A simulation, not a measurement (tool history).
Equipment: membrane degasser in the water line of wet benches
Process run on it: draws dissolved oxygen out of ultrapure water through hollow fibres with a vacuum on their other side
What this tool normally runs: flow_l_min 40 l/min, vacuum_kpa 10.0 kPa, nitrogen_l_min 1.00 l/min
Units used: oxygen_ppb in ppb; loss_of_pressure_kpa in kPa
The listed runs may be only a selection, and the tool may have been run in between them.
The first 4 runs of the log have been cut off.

run    hour  flow_l_min  vacuum_kpa  nitrogen_l_min  hours since the membrane was changed  hours since the vacuum gauge was calibrated  hours since the vacuum lines were made tight  oxygen_ppb  loss_of_pressure_kpa
  5   599.0          40        10.0            1.15                                  3624                                         1276                                         10613       472.9                 30.96
  6   745.6          40        10.0            2.65                                  3770                                         1423                                         10759       237.8                 30.89
  7   867.7          40        10.0            2.65                                  3893                                         1545                                         10881       237.3                 31.08
  8  1015.4          40        24.6            2.65                                  4040                                         1693                                         11029       695.6                 30.96
  9  1204.9          40        10.0            1.00                                  4230                                         1882                                         11219       529.0                 31.15
 10  1390.6          40        10.0            1.00                                  4415                                         2068                                         11404       529.7                 30.99
 11  1517.6          40        10.0            0.92                                  4543                                         2195                                         11531       561.1                 30.87
 12  1682.1          53        10.0            1.00                                  4707                                         2359                                         11696       656.2                 41.22
 13  1873.4          53        10.0            1.00                                  4898                                         2551                                         11887       657.4                 41.51
 14  2014.1          53        10.0            1.00                                  5039                                         2691                                         12028       658.1                 41.26
 15  2191.9          53        10.0            1.00                                  5217                                         2869                                         12206       658.1                 41.63
 16  2397.7          53        10.0            1.00                                  5423                                         3075                                         12411       660.4                 41.20
 17  2526.8          53        10.0            1.00                                  5552                                         3204                                         12541       661.6                 41.32
 18  2694.0          25         8.3            2.16                                  5719                                         3371                                         12708       142.8                 19.75
 19  2790.6          34        10.0            0.61                                  5815                                         3468                                         12804       675.0                 26.77
 20  2980.1          34        10.0            0.61                                  6005                                         3657                                         12994       675.2                 26.51
 21  3075.8          35         6.4            0.41                                  6101                                         3753                                         13090       448.2                 27.38
 22  3273.2          35         7.9            0.41                                  6298                                         3951                                         13287       638.3                 27.44
 23  3426.6          29        15.8            0.56                                  6452                                         4104                                         13440      1122.2                 22.51
 24  3626.8          46        15.8            0.56                                  6652                                         4304                                         13641      1507.4                 35.99
 25  3814.7          40        18.3            0.50                                  6840                                         4492                                         13828      1725.9                 31.40

What will run 26 give?
     4028.2  -- vacuum gauge calibrated
 26  4038.3          40        20.4            1.00                                  7063                                           10                                         14052           ?                     ?

{"run 26": {"oxygen_ppb": 1220.4, "loss_of_pressure_kpa": 31.38}}
Were there no unlogged condition in the tool, this run, its random variation unchanged, would have produced oxygen_ppb 1215.1 ppb, loss_of_pressure_kpa 30.36 kPa.

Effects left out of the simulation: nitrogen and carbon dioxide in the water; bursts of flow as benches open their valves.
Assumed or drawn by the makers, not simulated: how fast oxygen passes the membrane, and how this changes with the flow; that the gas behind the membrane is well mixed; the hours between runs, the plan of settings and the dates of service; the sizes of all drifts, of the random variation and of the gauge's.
